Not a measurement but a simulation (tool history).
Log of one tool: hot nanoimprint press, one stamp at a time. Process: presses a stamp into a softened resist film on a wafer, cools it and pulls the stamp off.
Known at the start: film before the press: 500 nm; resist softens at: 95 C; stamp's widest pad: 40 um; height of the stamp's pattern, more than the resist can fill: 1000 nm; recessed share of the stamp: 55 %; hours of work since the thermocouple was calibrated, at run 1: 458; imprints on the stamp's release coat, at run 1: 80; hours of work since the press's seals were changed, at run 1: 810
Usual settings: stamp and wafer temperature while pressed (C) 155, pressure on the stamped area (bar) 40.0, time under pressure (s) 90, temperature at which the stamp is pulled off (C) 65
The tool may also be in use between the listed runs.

run    hour  stamp and wafer temperature while pressed (C)  pressure on the stamped area (bar)  time under pressure (s)  temperature at which the stamp is pulled off (C)  hours of work since the thermocouple was calibrated  imprints on the stamp's release coat  hours of work since the press's seals were changed  resist left under the stamp's widest pad (angstrom)  greatest force while the stamp is pulled off (N)
  1     0.0                                            155                                40.0                       90                                                65                                                  458                                    80                                                 810                                                 2181                                               140
  2    49.1                                            155                                40.0                       90                                                65                                                  495                                   341                                                 847                                                 2172                                               144
      114.3  -- plate thermocouple calibrated
      120.3  -- stamp cleaned and given a new release coat
  3   136.9                                            155                                40.0                       90                                                65                                                   13                                    88                                                 907                                                 2290                                               144
  4   179.3                                            155                                40.0                       90                                                65                                                   45                                   313                                                 939                                                 2289                                               156
      216.4  -- press's hydraulic seals changed and the load cell set to zero
      263.1  -- stamp cleaned and given a new release coat
  5   287.6                                            155                                40.0                       90                                                65                                                  116                                   130                                                  49                                                 2208                                               147
  6   376.4                                            155                                40.0                      153                                                65                                                  183                                   601                                                 116                                                 1832                                               166
      399.4  -- stamp cleaned and given a new release coat
  7   447.0                                            155                                38.9                      153                                                65                                                  232                                   253                                                 165                                                 1848                                               154
  8   492.4                                            155                                40.0                       90                                                64                                                  266                                   494                                                 199                                                 2164                                               167
      537.2  -- stamp cleaned and given a new release coat
  9   576.4                                            159                                37.5                      143                                                57                                                  325                                   208                                                 258                                                 1546                                               184
 10   635.7                                            159                                37.5                      143                                                57                                                  370                                   522                                                 303                                                 1525                                               198
      671.9  -- stamp cleaned and given a new release coat
 11   738.5                                            155                                27.3                       58                                                63                                                  443                                   353                                                 376                                                 2973                                               164
      809.7  -- stamp cleaned and given a new release coat
 12   825.6                                            156                                40.0                       90                                                65                                                  504                                    85                                                 438                                                 2006                                               138
      878.0  -- plate thermocouple calibrated
 13   909.3                                            153                                54.3                      112                                                59                                                   24                                   513                                                 499                                                 1998                                               195
      944.0  -- stamp cleaned and given a new release coat
 14   985.4                                            147                                40.0                       90                                                65                                                   77                                   220                                                 552                                                 3387                                               158
 15  1041.6                                            147                                40.0                       90                                                65                                                  119                                   518                                                 594                                                 3353                                               165
     1077.8  -- stamp cleaned and given a new release coat
 16  1099.0                                            156                                29.9                       84                                                56                                                  158                                   112                                                 633                                                 2552                                               183

Forecast each of these 3 alternatives for the next run:
  A  1169.3                                            155                                29.2                      140                                                56                                                  211                                   485                                                 686                                                    ?                                                 ?
  B  1169.3                                            156                                45.2                       84                                                56                                                  211                                   485                                                 686                                                    ?                                                 ?
  C  1169.3                                            149                                51.0                      148                                                65                                                  211                                   485                                                 686                                                    ?                                                 ?

run  resist left under the stamp's widest pad (angstrom)  greatest force while the stamp is pulled off (N)
  A                                                 2264                                               201
  B                                                 2035                                               200
  C                                                 2325                                               164
Without the tool's hidden state the same runs would have given:
run  resist left under the stamp's widest pad (angstrom)  greatest force while the stamp is pulled off (N)
  A                                                 2283                                               173
  B                                                 2033                                               172
  C                                                 2322                                               141
